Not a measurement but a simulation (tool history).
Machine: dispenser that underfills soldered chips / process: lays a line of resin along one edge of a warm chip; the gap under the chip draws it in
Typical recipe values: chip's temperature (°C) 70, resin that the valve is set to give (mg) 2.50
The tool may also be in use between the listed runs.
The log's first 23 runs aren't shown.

run,hour,chip's temperature (°C),resin that the valve is set to give (mg),time until the resin shows at the far edge (s),resin that the valve gave (mg)
24,142.2,65,3.05,20.9,2.91
# hour 145.1: new syringe of resin
25,147.5,60,2.49,18.8,2.36
26,153.7,74,2.17,14.0,2.07
# hour 157.8: new syringe of resin
27,160.7,81,3.07,7.7,2.89
28,164.3,76,2.91,10.9,2.78
# hour 170.5: new syringe of resin
29,171.1,75,2.89,8.5,2.70
30,175.0,65,2.31,16.8,2.13
31,182.4,59,2.79,31.3,2.62
# hour 183.3: new syringe of resin
32,188.5,70,2.94,13.2,2.70
33,193.9,78,2.56,12.1,2.41
# hour 195.7: new syringe of resin
34,198.6,62,3.00,17.2,2.81
35,202.6,62,3.00,20.4,2.79
# hour 208.3: new syringe of resin
36,210.4,62,3.00,16.9,2.74
37,218.7,62,2.70,25.1,2.40

Here are 3 independent what-if runs from the current tool condition. What would each one return?
# hour 221.3: new syringe of resin
A,224.8,80,3.04,?,?
# hour 221.3: new syringe of resin
B,224.8,73,2.72,?,?
# hour 221.3: new syringe of resin
C,224.8,70,2.38,?,?

run,time until the resin shows at the far edge (s),resin that the valve gave (mg)
A,8.1,2.78
B,12.5,2.48
C,13.4,2.17
Had the tool no hidden state, the same runs would have come out as:
run,time until the resin shows at the far edge (s),resin that the valve gave (mg)
A,6.4,3.06
B,10.0,2.72
C,10.5,2.38

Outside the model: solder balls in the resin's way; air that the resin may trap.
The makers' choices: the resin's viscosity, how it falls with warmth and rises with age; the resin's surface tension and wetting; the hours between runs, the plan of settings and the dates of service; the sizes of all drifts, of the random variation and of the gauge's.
